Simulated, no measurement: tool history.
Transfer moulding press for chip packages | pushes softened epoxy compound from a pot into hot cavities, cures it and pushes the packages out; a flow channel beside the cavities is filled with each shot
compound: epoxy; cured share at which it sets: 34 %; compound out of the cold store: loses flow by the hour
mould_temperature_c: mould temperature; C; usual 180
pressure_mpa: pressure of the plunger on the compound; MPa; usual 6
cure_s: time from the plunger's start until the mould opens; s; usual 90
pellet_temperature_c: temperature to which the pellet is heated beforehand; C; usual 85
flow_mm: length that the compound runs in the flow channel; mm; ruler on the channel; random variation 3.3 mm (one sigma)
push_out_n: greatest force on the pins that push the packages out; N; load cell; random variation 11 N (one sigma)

run,hour,mould_temperature_c,pressure_mpa,cure_s,pellet_temperature_c,incoming compound's hours out of the cold store,flow_mm,push_out_n
1,0,180,6,90,85,32.3,920,504
2,15.7,180,6,90,85,46.1,857,631
3,47.5,180,6,70,85,24.6,955,1360
4,75.6,180,6,120,85,25.9,939,728
# hour 91.9: cavities cleaned with cleaning compound and waxed
5,105.3,180,6,109,85,29.2,923,521
6,136.2,180,6,90,85,47,843,765
7,164.6,180,6,88,85,10.4,1007,943
# hour 184.5: cavities cleaned with cleaning compound and waxed
8,186.8,180,6,88,85,28.6,915,574
# hour 191.1: mould's thermocouples calibrated
9,218.7,180,6,88,85,21.5,944,762
10,244.9,187,6,88,81,22.7,912,720
# hour 278.5: cavities cleaned with cleaning compound and waxed
11,281.8,180,6.3,90,91,45.7,851,543
# hour 287.1: mould's thermocouples calibrated, once more
12,298.9,180,6.3,90,91,43.6,859,618
13,329.1,180,5.38,72,89,32.6,827,1186
14,346,180,5.38,72,89,18.9,888,1333

5 ways to go on from here, each from the tool as it stands after run 14. What would each give?
# hour 370.9: cavities cleaned with cleaning compound and waxed
A,380.5,180,5.01,78,85,46.8,?,?
# hour 370.9: cavities cleaned with cleaning compound and waxed
B,380.5,180,6,87,85,34.2,?,?
# hour 370.9: cavities cleaned with cleaning compound and waxed
C,380.5,177,4.99,72,89,36,?,?
# hour 370.9: cavities cleaned with cleaning compound and waxed
D,380.5,180,5.38,99,89,46.4,?,?
# hour 370.9: cavities cleaned with cleaning compound and waxed
E,380.5,174,6,90,85,42,?,?

run,flow_mm,push_out_n
A,740,729
B,868,594
C,797,1103
D,773,533
E,853,825
Without the tool's hidden state the same runs would have given:
run,flow_mm,push_out_n
A,781,636
B,916,518
C,842,964
D,816,466
E,900,721

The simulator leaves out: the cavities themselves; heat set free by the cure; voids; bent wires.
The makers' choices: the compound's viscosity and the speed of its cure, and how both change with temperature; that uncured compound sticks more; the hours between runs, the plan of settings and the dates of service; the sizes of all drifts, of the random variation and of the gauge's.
